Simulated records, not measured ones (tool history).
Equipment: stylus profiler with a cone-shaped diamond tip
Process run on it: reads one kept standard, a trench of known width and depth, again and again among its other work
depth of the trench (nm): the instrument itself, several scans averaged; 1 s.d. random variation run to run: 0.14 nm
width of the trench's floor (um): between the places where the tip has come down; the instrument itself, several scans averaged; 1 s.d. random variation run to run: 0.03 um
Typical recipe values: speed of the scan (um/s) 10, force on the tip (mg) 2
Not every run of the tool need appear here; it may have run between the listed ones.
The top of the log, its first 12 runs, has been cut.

run   hour  speed of the scan (um/s)  force on the tip (mg)  depth of the trench (nm)  width of the trench's floor (um)
 13    190                        31                      2                    507.68                             94.89
 14  211.4                        23                      2                    507.83                             94.97
 15  222.1                        23                      2                    507.65                             94.95
 16  240.3                        23                      2                    507.78                              94.9
 17  256.6                        23                   3.02                    509.69                             94.93
 18  277.5                        10                   1.36                     506.3                             94.91
 19  289.5                        10                      2                    507.63                             94.94
 20    302                        16                      2                    507.61                             94.87
 21  319.9                        16                      2                    507.74                             94.96
 22  341.4                         3                      2                    507.65                             94.89
 23    353                         3                      2                    507.63                             94.96
 24  371.1                         3                      2                     507.7                             94.86
 25  383.6                         3                      2                    507.72                              94.9
 26  398.2                         3                      2                    507.74                             94.86
 27    407                         4                   2.94                    509.84                             94.88
 28  425.8                         4                   2.94                    509.65                             94.87
 29  443.4                        24                   2.93                    509.82                             94.74
 30    453                        24                   2.93                    509.85                             94.76
 31  467.5                         3                   2.23                    508.35                             94.85
 32  481.7                         3                   3.83                    511.67                             94.79
 33  498.8                         3                   3.83                    511.64                             94.84
 34  519.6                         3                   3.83                     511.7                             94.78
 35  538.3                         4                   2.12                    507.98                             94.75
 36  550.9                         7                      2                    507.83                              94.8
 37  569.4                         7                   0.92                    504.98                             94.74

Run 38 is up next; what results do you expect?
 38  584.2                        33                   1.57                         ?                                 ?

For run 38 the tool returned depth of the trench (nm) 507.05, width of the trench's floor (um) 94.53.
Take away the tool's hidden state, keep the run-to-run variation as it was, and the same run would have given depth of the trench (nm) 505.91, width of the trench's floor (um) 95.42.
